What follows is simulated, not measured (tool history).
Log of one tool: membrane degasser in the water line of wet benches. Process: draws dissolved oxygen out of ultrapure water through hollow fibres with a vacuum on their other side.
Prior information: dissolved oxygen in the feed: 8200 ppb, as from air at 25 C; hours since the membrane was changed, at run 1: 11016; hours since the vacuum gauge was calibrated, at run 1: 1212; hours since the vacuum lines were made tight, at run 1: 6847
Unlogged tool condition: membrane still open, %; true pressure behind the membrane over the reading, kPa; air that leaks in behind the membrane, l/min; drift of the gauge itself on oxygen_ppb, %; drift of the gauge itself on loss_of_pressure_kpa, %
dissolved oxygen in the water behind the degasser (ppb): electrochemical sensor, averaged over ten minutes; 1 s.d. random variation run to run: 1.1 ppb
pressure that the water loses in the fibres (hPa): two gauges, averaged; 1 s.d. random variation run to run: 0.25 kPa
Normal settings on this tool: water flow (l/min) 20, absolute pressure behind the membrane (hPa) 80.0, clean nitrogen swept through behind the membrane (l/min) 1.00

| run | hour | water flow (l/min) | absolute pressure behind the membrane (hPa) | clean nitrogen swept through behind the membrane (l/min) | hours since the membrane was changed | hours since the vacuum gauge was calibrated | hours since the vacuum lines were made tight | dissolved oxygen in the water behind the degasser (ppb) | pressure that the water loses in the fibres (hPa) |
|---|---|---|---|---|---|---|---|---|---|
| 1 | 0.0 | 20 | 80.0 | 1.00 | 11016 | 1212 | 6847 | 218.8 | 706.6 |
| 2 | 239.2 | 20 | 80.0 | 1.00 | 11255 | 1451 | 7086 | 217.7 | 705.8 |
| 3 | 503.9 | 20 | 80.0 | 0.50 | 11520 | 1716 | 7351 | 378.3 | 708.8 |
| 4 | 684.7 | 20 | 54.1 | 1.00 | 11701 | 1896 | 7531 | 106.8 | 703.0 |
| 5 | 857.6 | 20 | 54.1 | 1.00 | 11874 | 2069 | 7704 | 106.2 | 704.1 |
| 6 | 1090.2 | 20 | 54.1 | 1.00 | 12106 | 2302 | 7937 | 107.3 | 707.0 |
| 7 | 1235.1 | 20 | 54.1 | 1.00 | 12251 | 2447 | 8082 | 107.0 | 708.3 |
| 8 | 1545.4 | 20 | 54.1 | 1.00 | 12562 | 2757 | 8392 | 108.2 | 706.3 |
| 9 | 1697.5 | 20 | 146.4 | 1.00 | 12714 | 2909 | 8544 | 495.4 | 708.7 |
| 10 | 1888.4 | 20 | 80.0 | 1.00 | 12905 | 3100 | 8735 | 220.9 | 712.8 |
| 11 | 2033.0 | 15 | 80.0 | 1.00 | 13049 | 3245 | 8880 | 169.5 | 536.6 |
| 12 | 2294.6 | 15 | 80.0 | 1.00 | 13311 | 3506 | 9141 | 171.9 | 534.3 |
| 13 | 2528.2 | 15 | 80.0 | 1.00 | 13544 | 3740 | 9375 | 172.8 | 536.9 |
|  | 2632.8 | vacuum gauge calibrated |
| 14 | 2846.1 | 15 | 81.9 | 1.00 | 13862 | 213 | 9692 | 175.2 | 537.7 |
| 15 | 3055.9 | 15 | 81.9 | 1.00 | 14072 | 423 | 9902 | 175.9 | 531.4 |
| 16 | 3253.3 | 15 | 81.9 | 1.00 | 14269 | 620 | 10100 | 176.5 | 532.4 |
| 17 | 3436.1 | 20 | 80.0 | 1.16 | 14452 | 803 | 10282 | 193.3 | 711.7 |
| 18 | 3564.6 | 20 | 159.4 | 1.16 | 14580 | 932 | 10411 | 485.7 | 716.3 |
| 19 | 3788.3 | 13 | 54.9 | 0.61 | 14804 | 1156 | 10635 | 115.7 | 468.6 |
| 20 | 4006.3 | 22 | 63.7 | 0.91 | 15022 | 1374 | 10853 | 180.2 | 790.6 |
| 21 | 4143.8 | 13 | 63.7 | 2.74 | 15160 | 1511 | 10990 | 40.6 | 468.2 |
| 22 | 4433.9 | 15 | 65.2 | 0.86 | 15450 | 1801 | 11280 | 138.9 | 536.8 |
| 23 | 4596.4 | 13 | 54.7 | 0.52 | 15612 | 1964 | 11443 | 130.9 | 469.1 |
| 24 | 4744.5 | 16 | 167.8 | 1.00 | 15760 | 2112 | 11591 | 488.9 | 576.9 |
| 25 | 5057.3 | 13 | 112.5 | 0.60 | 16073 | 2424 | 11904 | 386.3 | 466.8 |
| 26 | 5254.6 | 31 | 66.1 | 1.99 | 16270 | 2622 | 12101 | 147.8 | 1119.1 |
| 27 | 5564.3 | 26 | 90.4 | 0.63 | 16580 | 2932 | 12411 | 484.9 | 945.2 |
| 28 | 5722.3 | 16 | 80.0 | 1.00 | 16738 | 3090 | 12569 | 185.3 | 573.9 |
| 29 | 5952.3 | 20 | 93.3 | 0.55 | 16968 | 3320 | 12799 | 457.3 | 722.0 |
| 30 | 6241.6 | 20 | 65.8 | 0.70 | 17257 | 3609 | 13088 | 220.4 | 723.2 |
|  | 6409.6 | seals of the vacuum lines changed |
| 31 | 6423.3 | 20 | 65.8 | 0.70 | 17437 | 3789 | 14 | 218.4 | 722.8 |
|  | 6484.1 | vacuum gauge calibrated |
| 32 | 6688.2 | 23 | 69.8 | 1.00 | 17701 | 204 | 278 | 196.0 | 835.8 |

What if the next run were any one of these 4? Each begins from the tool's condition after run 32:
| A | 6889.1 | 14 | 56.8 | 1.00 | 17902 | 405 | 479 | ? | ? |
| B | 6889.1 | 20 | 62.7 | 1.00 | 17902 | 405 | 479 | ? | ? |
| C | 6889.1 | 25 | 69.8 | 1.00 | 17902 | 405 | 479 | ? | ? |
| D | 6889.1 | 31 | 80.0 | 0.40 | 17902 | 405 | 479 | ? | ? |

| run | dissolved oxygen in the water behind the degasser (ppb) | pressure that the water loses in the fibres (hPa) |
|---|---|---|
| A | 82.0 | 507.3 |
| B | 143.1 | 726.4 |
| C | 212.6 | 917.7 |
| D | 614.4 | 1124.6 |
Had the tool no hidden state, the same runs would have come out as:
| run | dissolved oxygen in the water behind the degasser (ppb) | pressure that the water loses in the fibres (hPa) |
|---|---|---|
| A | 80.7 | 466.8 |
| B | 139.8 | 668.6 |
| C | 207.1 | 844.5 |
| D | 606.4 | 1035.0 |

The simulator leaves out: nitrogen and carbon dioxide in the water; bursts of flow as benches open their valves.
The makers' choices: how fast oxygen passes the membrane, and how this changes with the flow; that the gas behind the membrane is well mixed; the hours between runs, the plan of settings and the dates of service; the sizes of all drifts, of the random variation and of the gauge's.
